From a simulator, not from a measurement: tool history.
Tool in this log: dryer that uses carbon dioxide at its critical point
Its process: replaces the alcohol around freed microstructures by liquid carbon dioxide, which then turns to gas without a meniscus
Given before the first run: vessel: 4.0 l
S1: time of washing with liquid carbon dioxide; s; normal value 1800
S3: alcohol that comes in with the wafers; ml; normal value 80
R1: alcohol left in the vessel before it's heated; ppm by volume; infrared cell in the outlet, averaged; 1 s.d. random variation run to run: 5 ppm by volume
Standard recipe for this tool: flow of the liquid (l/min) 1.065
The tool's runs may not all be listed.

Run 1, day 0.000: usual settings. Result: R1 105 ppm by volume.
Run 2, day 0.425: usual settings but S3 21 ml. Result: R1 74 ppm by volume.
Run 3, day 0.929: usual settings but S3 21 ml. Result: R1 69 ppm by volume.
Run 4, day 1.738: usual settings but S3 21 ml. Result: R1 76 ppm by volume.
Run 5, day 2.400: usual settings but S3 97 ml. Result: R1 129 ppm by volume.
Run 6, day 3.162: usual settings but S1 2160 s, S3 97 ml. Result: R1 84 ppm by volume.
At day 3.862: inlet filter changed.
Run 7, day 3.967: usual settings but S3 51 ml. Result: R1 87 ppm by volume.
Run 8, day 4.846: usual settings but S3 51 ml. Result: R1 88 ppm by volume.
Run 9, day 5.617: usual settings but flow of the liquid (l/min) 0.730. Result: R1 313 ppm by volume.
Run 10, day 6.021: usual settings but flow of the liquid (l/min) 0.730. Result: R1 310 ppm by volume.
Run 11, day 6.650: usual settings but flow of the liquid (l/min) 0.730. Result: R1 310 ppm by volume.
Run 12, day 7.021: usual settings but flow of the liquid (l/min) 0.730. Result: R1 302 ppm by volume.
Run 13, day 7.446: usual settings but flow of the liquid (l/min) 0.730. Result: R1 302 ppm by volume.
Run 14, day 7.933: usual settings but S1 1500 s. Result: R1 158 ppm by volume.
Run 15, day 8.754: usual settings but S1 1500 s. Result: R1 166 ppm by volume.
Run 16, day 9.221: usual settings but S1 1500 s. Result: R1 172 ppm by volume.
Run 17, day 9.629: usual settings but S1 1500 s, S3 49 ml. Result: R1 135 ppm by volume.
Run 18, day 10.196: usual settings. Result: R1 113 ppm by volume.
Run 19, day 11.054: usual settings. Result: R1 111 ppm by volume.
Run 20, day 11.508: usual settings. Result: R1 121 ppm by volume.
Run 21, day 12.004: usual settings but S3 26 ml. Result: R1 96 ppm by volume.
Run 22, day 12.458: usual settings. Result: R1 128 ppm by volume.
Run 23, day 13.112: usual settings. Result: R1 120 ppm by volume.
Run 24, day 13.771: usual settings but S1 2280 s, flow of the liquid (l/min) 1.130, S3 22 ml. Result: R1 95 ppm by volume.
Run 25, day 14.562: usual settings but S1 1860 s, flow of the liquid (l/min) 1.130, S3 34 ml. Result: R1 106 ppm by volume.
Run 26, day 15.292: usual settings but S1 1860 s, flow of the liquid (l/min) 1.130, S3 79 ml. Result: R1 117 ppm by volume.
Run 27, day 15.842: usual settings but S1 2160 s, flow of the liquid (l/min) 1.130, S3 34 ml. Result: R1 102 ppm by volume.
Run 28, day 16.517: usual settings but S1 2160 s, flow of the liquid (l/min) 1.130, S3 34 ml. Result: R1 93 ppm by volume.
Run 29, day 17.308: usual settings but S1 2160 s, flow of the liquid (l/min) 1.610, S3 101 ml. Result: R1 94 ppm by volume.
Run 30, day 17.850: usual settings but S1 2160 s, flow of the liquid (l/min) 1.610, S3 101 ml. Result: R1 99 ppm by volume.
Run 31, day 18.267: usual settings but S1 2160 s, flow of the liquid (l/min) 1.610, S3 101 ml. Result: R1 103 ppm by volume.
Run 32, day 18.683: usual settings but S1 1260 s, flow of the liquid (l/min) 1.720, S3 101 ml. Result: R1 121 ppm by volume.
Run 33, day 19.246: usual settings but S1 1260 s, flow of the liquid (l/min) 1.620, S3 43 ml. Result: R1 107 ppm by volume.
Run 34, day 19.642: usual settings but S1 1080 s, flow of the liquid (l/min) 1.620, S3 43 ml. Result: R1 143 ppm by volume.
Run 35, day 20.358: usual settings but S1 2160 s, S3 102 ml. Result: R1 118 ppm by volume.
Run 36, day 20.775: usual settings but S1 2160 s, S3 102 ml. Result: R1 121 ppm by volume.
Run 37, day 21.646: usual settings but S1 2160 s, S3 102 ml. Result: R1 112 ppm by volume.
Run 38, day 22.404: usual settings but S1 1440 s, flow of the liquid (l/min) 0.790, S3 61 ml. Result: R1 474 ppm by volume.
Run 39, day 23.067: usual settings but S1 1440 s, flow of the liquid (l/min) 0.790, S3 61 ml. Result: R1 452 ppm by volume.
Run 40, day 23.558: usual settings but S1 1380 s, S3 35 ml. Result: R1 188 ppm by volume.
Run 41, day 24.442: usual settings but S1 1380 s, S3 35 ml. Result: R1 177 ppm by volume.
Run 42, day 25.146: usual settings but S1 1380 s, S3 35 ml. Result: R1 190 ppm by volume.
Run 43, day 25.879: usual settings but S1 1380 s, S3 35 ml. Result: R1 183 ppm by volume.
Run 44, day 26.467: usual settings but flow of the liquid (l/min) 1.100, S3 109 ml. Result: R1 160 ppm by volume.
Run 45, day 27.217: usual settings but flow of the liquid (l/min) 1.100, S3 109 ml. Result: R1 167 ppm by volume.

Run 46, settings as shown, results not yet in. Your forecast:
Run 46, day 27.908: usual settings but flow of the liquid (l/min) 0.990. Result: R1 ?.

{"run 46": {"R1": 173}}
Take away the tool's hidden state, keep the run-to-run variation as it was, and the same run would have given R1 46 ppm by volume.
